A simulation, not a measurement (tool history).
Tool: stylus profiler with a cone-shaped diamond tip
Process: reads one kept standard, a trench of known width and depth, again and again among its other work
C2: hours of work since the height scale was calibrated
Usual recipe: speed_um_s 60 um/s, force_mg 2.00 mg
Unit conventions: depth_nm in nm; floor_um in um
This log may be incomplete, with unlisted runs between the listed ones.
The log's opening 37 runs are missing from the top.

{"run": 38, "hour": 1171.3, "speed_um_s": 85, "force_mg": 3.77, "scans with this tip": 21754, "C2": 475, "depth_nm": 101.73, "floor_um": 17.65}
{"run": 39, "hour": 1217.7, "speed_um_s": 85, "force_mg": 3.94, "scans with this tip": 22119, "C2": 505, "depth_nm": 101.76, "floor_um": 17.63}
{"run": 40, "hour": 1260.8, "speed_um_s": 39, "force_mg": 2.85, "scans with this tip": 22458, "C2": 533, "depth_nm": 101.41, "floor_um": 17.75}
{"run": 41, "hour": 1298.1, "speed_um_s": 27, "force_mg": 3.41, "scans with this tip": 22751, "C2": 557, "depth_nm": 101.65, "floor_um": 17.79}
{"run": 42, "hour": 1317.6, "speed_um_s": 119, "force_mg": 1.27, "scans with this tip": 22904, "C2": 570, "depth_nm": 100.82, "floor_um": 17.03}
{"run": 43, "hour": 1352.8, "speed_um_s": 119, "force_mg": 1.27, "scans with this tip": 23181, "C2": 593, "depth_nm": 100.8, "floor_um": 17.03}
{"run": 44, "hour": 1372.0, "speed_um_s": 119, "force_mg": 1.27, "scans with this tip": 23332, "C2": 606, "depth_nm": 100.79, "floor_um": 17.05}
{"run": 45, "hour": 1410.6, "speed_um_s": 25, "force_mg": 1.14, "scans with this tip": 23635, "C2": 631, "depth_nm": 100.71, "floor_um": 17.67}
{"run": 46, "hour": 1439.9, "speed_um_s": 25, "force_mg": 1.14, "scans with this tip": 23866, "C2": 650, "depth_nm": 100.72, "floor_um": 17.72}

Branching from run 46: 3 alternative next runs. What would each branch give?
{"run": "A", "hour": 1465.2, "speed_um_s": 60, "force_mg": 1.03, "scans with this tip": 24065, "C2": 666, "depth_nm": "?", "floor_um": "?"}
{"run": "B", "hour": 1465.2, "speed_um_s": 179, "force_mg": 2.57, "scans with this tip": 24065, "C2": 666, "depth_nm": "?", "floor_um": "?"}
{"run": "C", "hour": 1465.2, "speed_um_s": 38, "force_mg": 1.27, "scans with this tip": 24065, "C2": 666, "depth_nm": "?", "floor_um": "?"}

run=A depth_nm=100.66 floor_um=17.42
run=B depth_nm=101.31 floor_um=16.98
run=C depth_nm=100.85 floor_um=17.62
Had the tool no hidden state, the same runs would have come out as:
run=A depth_nm=100.72 floor_um=18.26
run=B depth_nm=101.37 floor_um=17.82
run=C depth_nm=100.91 floor_um=18.47
